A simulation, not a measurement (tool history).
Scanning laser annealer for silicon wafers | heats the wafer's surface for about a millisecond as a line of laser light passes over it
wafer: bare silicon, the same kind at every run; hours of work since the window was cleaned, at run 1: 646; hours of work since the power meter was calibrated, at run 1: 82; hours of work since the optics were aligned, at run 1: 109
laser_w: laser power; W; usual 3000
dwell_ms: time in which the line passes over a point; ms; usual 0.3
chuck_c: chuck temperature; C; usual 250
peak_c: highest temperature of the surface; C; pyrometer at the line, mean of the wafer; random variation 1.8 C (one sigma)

run	day	laser_w	dwell_ms	chuck_c	hours of work since the window was cleaned	hours of work since the power meter was calibrated	hours of work since the optics were aligned	peak_c
1	0	3000	0.3	250	646	82	109	1079
2	0.862	3000	0.3	250	661	97	124	1078
3	1.408	3000	0.3	250	670	107	134	1078
4	2.425	3000	0.21	250	688	124	151	949
5	3.154	3000	0.323	250	700	137	164	1112
6	3.858	2752	0.323	250	713	149	176	1027
7	4.379	2752	0.323	250	722	158	185	1029
8	5.483	2888	0.3	250	741	177	204	1044
9	6.4	2888	0.3	250	757	193	220	1049
# day 6.904: window over the wafer cleaned
10	7.192	3000	0.3	272	5	206	232	1101
11	7.838	3000	0.3	250	16	217	244	1078
12	8.596	3000	0.3	250	29	230	257	1080
13	9.283	3000	0.234	250	41	242	269	985
14	9.988	3000	0.234	250	54	254	281	986
15	11.025	3000	0.234	250	72	272	299	985
16	11.954	3000	0.234	250	88	288	315	986
17	12.796	3000	0.234	250	102	303	330	984
18	13.625	3000	0.362	250	117	317	344	1157

Forecast run 19:
19	14.688	3000	0.308	250	135	336	363	?

Run 19 gave peak_c 1092 C.
Without the tool's hidden state the same run would have given peak_c 1092 C.
